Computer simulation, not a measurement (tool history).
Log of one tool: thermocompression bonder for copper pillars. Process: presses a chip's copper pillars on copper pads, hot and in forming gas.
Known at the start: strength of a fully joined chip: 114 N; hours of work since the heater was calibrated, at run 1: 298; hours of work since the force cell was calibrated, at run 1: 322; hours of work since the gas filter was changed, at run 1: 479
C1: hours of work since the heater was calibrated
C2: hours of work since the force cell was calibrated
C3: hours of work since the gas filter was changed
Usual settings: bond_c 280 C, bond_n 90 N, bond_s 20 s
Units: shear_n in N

Run 1, day 0.000: usual settings; C1 298; C2 322; C3 479. Result: shear_n 71.0 N.
At day 0.250: forming gas filter changed.
Run 2, day 0.767: usual settings but bond_n 98 N; C1 305; C2 330; C3 5. Result: shear_n 85.3 N.
Run 3, day 1.129: usual settings but bond_s 44 s; C1 309; C2 334; C3 9. Result: shear_n 95.9 N.
Run 4, day 1.604: usual settings; C1 314; C2 338; C3 14. Result: shear_n 79.4 N.
Run 5, day 2.142: usual settings; C1 320; C2 344; C3 19. Result: shear_n 79.7 N.
Run 6, day 2.650: usual settings; C1 325; C2 349; C3 25. Result: shear_n 79.9 N.
Run 7, day 3.458: usual settings; C1 333; C2 357; C3 33. Result: shear_n 80.4 N.
Run 8, day 3.904: usual settings but bond_s 14 s; C1 338; C2 362; C3 37. Result: shear_n 73.3 N.
Run 9, day 4.754: usual settings but bond_s 17 s; C1 346; C2 371; C3 46. Result: shear_n 77.0 N.
Run 10, day 5.342: usual settings but bond_s 17 s; C1 352; C2 377; C3 52. Result: shear_n 76.2 N.
Run 11, day 6.208: usual settings; C1 361; C2 385; C3 61. Result: shear_n 78.5 N.
Run 12, day 6.946: usual settings; C1 369; C2 393; C3 68. Result: shear_n 79.2 N.
Run 13, day 7.400: usual settings but bond_n 56 N; C1 373; C2 398; C3 73. Result: shear_n 61.9 N.
Run 14, day 8.062: usual settings; C1 380; C2 404; C3 80. Result: shear_n 79.6 N.
Run 15, day 8.733: usual settings; C1 387; C2 411; C3 87. Result: shear_n 79.2 N.
Run 16, day 9.504: usual settings; C1 395; C2 419; C3 95. Result: shear_n 81.0 N.
Run 17, day 10.342: usual settings; C1 403; C2 428; C3 103. Result: shear_n 77.9 N.
Run 18, day 10.783: usual settings; C1 408; C2 432; C3 108. Result: shear_n 77.2 N.
Run 19, day 11.454: usual settings; C1 415; C2 439; C3 114. Result: shear_n 78.7 N.
Run 20, day 12.121: usual settings; C1 421; C2 446; C3 121. Result: shear_n 77.4 N.
Run 21, day 12.588: usual settings but bond_n 121 N, bond_s 16 s; C1 426; C2 451; C3 126. Result: shear_n 83.5 N.
Run 22, day 13.146: usual settings but bond_c 250 C, bond_n 82 N, bond_s 12 s; C1 432; C2 456; C3 132. Result: shear_n 45.7 N.
Run 23, day 13.508: usual settings but bond_c 250 C, bond_n 82 N, bond_s 12 s; C1 436; C2 460; C3 135. Result: shear_n 46.2 N.
Run 24, day 14.150: usual settings but bond_c 309 C, bond_n 60 N, bond_s 33 s; C1 442; C2 467; C3 142. Result: shear_n 88.2 N.
Run 25, day 14.646: usual settings but bond_c 282 C, bond_n 74 N, bond_s 15 s; C1 447; C2 472; C3 147. Result: shear_n 67.3 N.
Run 26, day 15.392: usual settings but bond_c 282 C, bond_n 74 N, bond_s 15 s; C1 455; C2 479; C3 155. Result: shear_n 66.6 N.
Run 27, day 15.967: usual settings but bond_c 260 C, bond_n 81 N, bond_s 15 s; C1 461; C2 485; C3 161. Result: shear_n 54.7 N.
Run 28, day 16.388: usual settings but bond_c 299 C, bond_s 14 s; C1 465; C2 489; C3 165. Result: shear_n 79.9 N.
Run 29, day 17.096: usual settings but bond_s 43 s; C1 472; C2 497; C3 172. Result: shear_n 89.8 N.
Run 30, day 17.729: usual settings but bond_s 43 s; C1 479; C2 503; C3 179. Result: shear_n 92.1 N.
Run 31, day 18.329: usual settings but bond_c 310 C, bond_n 114 N, bond_s 27 s; C1 485; C2 509; C3 185. Result: shear_n 101.5 N.
Run 32, day 18.950: usual settings but bond_c 252 C, bond_n 114 N, bond_s 36 s; C1 491; C2 516; C3 191. Result: shear_n 78.4 N.
Run 33, day 19.775: usual settings but bond_c 252 C, bond_n 114 N, bond_s 36 s; C1 500; C2 524; C3 199. Result: shear_n 78.9 N.
Run 34, day 20.325: usual settings but bond_c 252 C, bond_n 114 N, bond_s 36 s; C1 505; C2 530; C3 205. Result: shear_n 78.6 N.
Run 35, day 20.892: usual settings but bond_c 258 C, bond_n 67 N, bond_s 19 s; C1 511; C2 535; C3 211. Result: shear_n 51.0 N.
Run 36, day 21.317: usual settings but bond_c 298 C, bond_n 77 N, bond_s 50 s; C1 515; C2 540; C3 215. Result: shear_n 95.1 N.
Run 37, day 22.025: usual settings but bond_c 298 C, bond_n 135 N, bond_s 56 s; C1 523; C2 547; C3 222. Result: shear_n 103.9 N.
Run 38, day 22.471: usual settings but bond_c 298 C, bond_n 135 N, bond_s 56 s; C1 527; C2 552; C3 227. Result: shear_n 105.7 N.
Run 39, day 23.217: usual settings but bond_c 298 C, bond_n 68 N, bond_s 34 s; C1 535; C2 559; C3 235. Result: shear_n 86.7 N.

Forecast each of these 5 alternatives for the next run:
Run A, day 23.888: usual settings but bond_c 287 C, bond_n 105 N, bond_s 46 s; C1 542; C2 566; C3 241. Result: shear_n ?.
Run B, day 23.888: usual settings but bond_c 294 C, bond_n 95 N, bond_s 14 s; C1 542; C2 566; C3 241. Result: shear_n ?.
Run C, day 23.888: usual settings but bond_c 294 C, bond_n 57 N, bond_s 23 s; C1 542; C2 566; C3 241. Result: shear_n ?.
Run D, day 23.888: usual settings but bond_c 298 C, bond_n 58 N, bond_s 34 s; C1 542; C2 566; C3 241. Result: shear_n ?.
Run E, day 23.888: usual settings but bond_c 265 C, bond_n 69 N, bond_s 31 s; C1 542; C2 566; C3 241. Result: shear_n ?.

run  shear_n
  A     97.1
  B     76.9
  C     70.1
  D     81.4
  E     65.9
Without the tool's hidden state the same runs would have given:
run  shear_n
  A    103.3
  B     81.6
  C     74.3
  D     86.5
  E     70.0
